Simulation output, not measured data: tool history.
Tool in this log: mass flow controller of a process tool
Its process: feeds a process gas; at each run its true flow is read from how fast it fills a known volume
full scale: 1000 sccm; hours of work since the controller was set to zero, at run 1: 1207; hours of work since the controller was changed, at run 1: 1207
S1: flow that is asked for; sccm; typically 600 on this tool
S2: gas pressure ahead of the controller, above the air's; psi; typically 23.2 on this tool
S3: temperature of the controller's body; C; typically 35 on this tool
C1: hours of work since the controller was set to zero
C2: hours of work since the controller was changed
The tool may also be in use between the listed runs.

{"run": 1, "hour": 0.0, "S1": 600, "S2": 23.2, "S3": 35, "C1": 1207, "C2": 1207, "true flow (%)": 97.96}
{"run": 2, "hour": 74.0, "S1": 600, "S2": 23.2, "S3": 35, "C1": 1246, "C2": 1246, "true flow (%)": 97.78}
{"run": 3, "hour": 114.6, "S1": 600, "S2": 23.2, "S3": 35, "C1": 1267, "C2": 1267, "true flow (%)": 97.84}
{"run": 4, "hour": 193.2, "S1": 600, "S2": 23.2, "S3": 35, "C1": 1309, "C2": 1309, "true flow (%)": 97.82}
{"run": 5, "hour": 271.4, "S1": 600, "S2": 23.2, "S3": 21, "C1": 1350, "C2": 1350, "true flow (%)": 98.43}
{"run": 6, "hour": 328.5, "S1": 600, "S2": 23.2, "S3": 21, "C1": 1380, "C2": 1380, "true flow (%)": 98.4}
{"hour": 335.5, "done": "controller's zero set anew"}
{"run": 7, "hour": 368.6, "S1": 600, "S2": 23.2, "S3": 21, "C1": 17, "C2": 1401, "true flow (%)": 98.14}
{"run": 8, "hour": 445.1, "S1": 600, "S2": 23.2, "S3": 21, "C1": 58, "C2": 1441, "true flow (%)": 97.99}
{"run": 9, "hour": 495.2, "S1": 600, "S2": 23.2, "S3": 21, "C1": 84, "C2": 1467, "true flow (%)": 98}
{"run": 10, "hour": 564.6, "S1": 140, "S2": 39.2, "S3": 27, "C1": 120, "C2": 1504, "true flow (%)": 91.95}
{"run": 11, "hour": 610.4, "S1": 140, "S2": 39.2, "S3": 27, "C1": 144, "C2": 1528, "true flow (%)": 91.84}
{"hour": 617.0, "done": "controller's zero set anew, once more"}
{"run": 12, "hour": 661.0, "S1": 965, "S2": 23.2, "S3": 35, "C1": 23, "C2": 1554, "true flow (%)": 99.24}
{"run": 13, "hour": 714.5, "S1": 600, "S2": 33.8, "S3": 25, "C1": 51, "C2": 1582, "true flow (%)": 98.41}
{"run": 14, "hour": 756.6, "S1": 600, "S2": 33.8, "S3": 25, "C1": 73, "C2": 1604, "true flow (%)": 98.45}
{"run": 15, "hour": 840.9, "S1": 246, "S2": 38, "S3": 23, "C1": 118, "C2": 1648, "true flow (%)": 97.3}
{"run": 16, "hour": 881.6, "S1": 404, "S2": 32.2, "S3": 38, "C1": 139, "C2": 1670, "true flow (%)": 97.19}
{"run": 17, "hour": 938.5, "S1": 568, "S2": 27.7, "S3": 25, "C1": 169, "C2": 1700, "true flow (%)": 98.57}

Difference, measured minus no-hidden-state, one row per run. Run-to-run variation is common to both terms; the gauge's own scatter need not be:
Hidden conditions of the tool in this case: flow at rest that the sensor doesn't see, % of full scale; true flow over the shown one, %; drift of the gauge itself on true_pct, %.
run=1 true_flow_(%)=-0.97
run=2 true_flow_(%)=-1
run=3 true_flow_(%)=-1.01
run=4 true_flow_(%)=-1.04
run=5 true_flow_(%)=-1.07
run=6 true_flow_(%)=-1.1
run=7 true_flow_(%)=-1.52
run=8 true_flow_(%)=-1.54
run=9 true_flow_(%)=-1.55
run=10 true_flow_(%)=-5.54
run=11 true_flow_(%)=-5.59
run=12 true_flow_(%)=-0.44
run=13 true_flow_(%)=-0.49
run=14 true_flow_(%)=-0.51
run=15 true_flow_(%)=-0.71
run=16 true_flow_(%)=-0.61
run=17 true_flow_(%)=-0.58
